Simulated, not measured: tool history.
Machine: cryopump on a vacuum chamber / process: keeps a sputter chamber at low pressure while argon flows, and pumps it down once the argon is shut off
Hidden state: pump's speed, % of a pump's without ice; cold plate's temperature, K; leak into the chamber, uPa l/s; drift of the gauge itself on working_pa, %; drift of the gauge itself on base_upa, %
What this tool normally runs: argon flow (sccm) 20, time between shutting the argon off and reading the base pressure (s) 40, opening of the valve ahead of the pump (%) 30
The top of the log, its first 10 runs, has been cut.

| run | hour | argon flow (sccm) | time between shutting the argon off and reading the base pressure (s) | opening of the valve ahead of the pump (%) | hours of work since the pump was warmed up and emptied | hours of work since the cold head was overhauled | hours of work since the chamber's fittings were tightened | pressure while argon flows (Pa) | pressure after the wait (uPa) |
|---|---|---|---|---|---|---|---|---|---|
| 11 | 335.1 | 20 | 40 | 30 | 846 | 846 | 1232 | 0.0983 | 2.98 |
| 12 | 354.7 | 20 | 26 | 30 | 859 | 859 | 1244 | 0.0994 | 3.79 |
| 13 | 389.7 | 20 | 26 | 30 | 881 | 881 | 1267 | 0.0974 | 3.87 |
| 14 | 424.7 | 20 | 26 | 30 | 904 | 904 | 1289 | 0.0993 | 3.76 |
| 15 | 449 | 20 | 40 | 28 | 919 | 919 | 1305 | 0.1048 | 3.07 |
| 16 | 480.1 | 20 | 40 | 28 | 939 | 939 | 1325 | 0.1049 | 3.15 |
| 17 | 505.4 | 20 | 40 | 30 | 956 | 956 | 1341 | 0.0991 | 3.01 |
| 18 | 537.4 | 24 | 66 | 30 | 976 | 976 | 1362 | 0.1204 | 2.58 |
| 19 | 558.7 | 24 | 66 | 30 | 990 | 990 | 1375 | 0.1197 | 2.52 |
| 20 | 594.8 | 13 | 220 | 23 | 1013 | 1013 | 1399 | 0.0836 | 1.93 |
| 21 | 636.5 | 20 | 131 | 30 | 1040 | 1040 | 1425 | 0.1006 | 2.14 |
| 22 | 671.5 | 20 | 211 | 22 | 1062 | 1062 | 1448 | 0.1345 | 1.93 |
| 23 | 700.3 | 14 | 105 | 29 | 1081 | 1081 | 1466 | 0.0724 | 2.28 |
|  | 712.4 | pump warmed up, emptied and cooled again |
| 24 | 739.1 | 12 | 166 | 29 | 17 | 1102 | 1488 | 0.0579 | 1.74 |
| 25 | 762.9 | 12 | 166 | 29 | 32 | 1118 | 1503 | 0.0579 | 1.79 |
| 26 | 786.3 | 20 | 40 | 27 | 47 | 1133 | 1518 | 0.1013 | 2.91 |
| 27 | 808 | 22 | 53 | 15 | 61 | 1147 | 1532 | 0.2046 | 2.6 |
| 28 | 841.2 | 22 | 53 | 15 | 83 | 1168 | 1554 | 0.2011 | 2.61 |
| 29 | 861.3 | 12 | 30 | 58 | 96 | 1181 | 1566 | 0.0291 | 3.57 |
| 30 | 883.1 | 12 | 30 | 58 | 110 | 1195 | 1580 | 0.0299 | 3.66 |
| 31 | 904.2 | 12 | 30 | 58 | 123 | 1208 | 1594 | 0.0295 | 3.57 |
| 32 | 931.8 | 12 | 30 | 58 | 141 | 1226 | 1612 | 0.0299 | 3.51 |
| 33 | 962.4 | 26 | 113 | 55 | 160 | 1246 | 1631 | 0.0676 | 2.09 |

Below are 5 alternative next runs, each starting from the tool's condition after run 33. Predict each:
| A | 1006.6 | 20 | 67 | 30 | 189 | 1274 | 1660 | ? | ? |
| B | 1006.6 | 9 | 195 | 33 | 189 | 1274 | 1660 | ? | ? |
| C | 1006.6 | 15 | 113 | 21 | 189 | 1274 | 1660 | ? | ? |
| D | 1006.6 | 20 | 75 | 47 | 189 | 1274 | 1660 | ? | ? |
| E | 1006.6 | 20 | 143 | 30 | 189 | 1274 | 1660 | ? | ? |

| run | pressure while argon flows (Pa) | pressure after the wait (uPa) |
|---|---|---|
| A | 0.0936 | 2.48 |
| B | 0.0385 | 1.81 |
| C | 0.099 | 2.09 |
| D | 0.0599 | 2.37 |
| E | 0.0934 | 2 |
With the hidden condition removed and each run's random variation left untouched, the same runs would have given:
| run | pressure while argon flows (Pa) | pressure after the wait (uPa) |
|---|---|---|
| A | 0.0915 | 1.19 |
| B | 0.0376 | 0.56 |
| C | 0.0975 | 0.82 |
| D | 0.0578 | 1.09 |
| E | 0.0912 | 0.7 |

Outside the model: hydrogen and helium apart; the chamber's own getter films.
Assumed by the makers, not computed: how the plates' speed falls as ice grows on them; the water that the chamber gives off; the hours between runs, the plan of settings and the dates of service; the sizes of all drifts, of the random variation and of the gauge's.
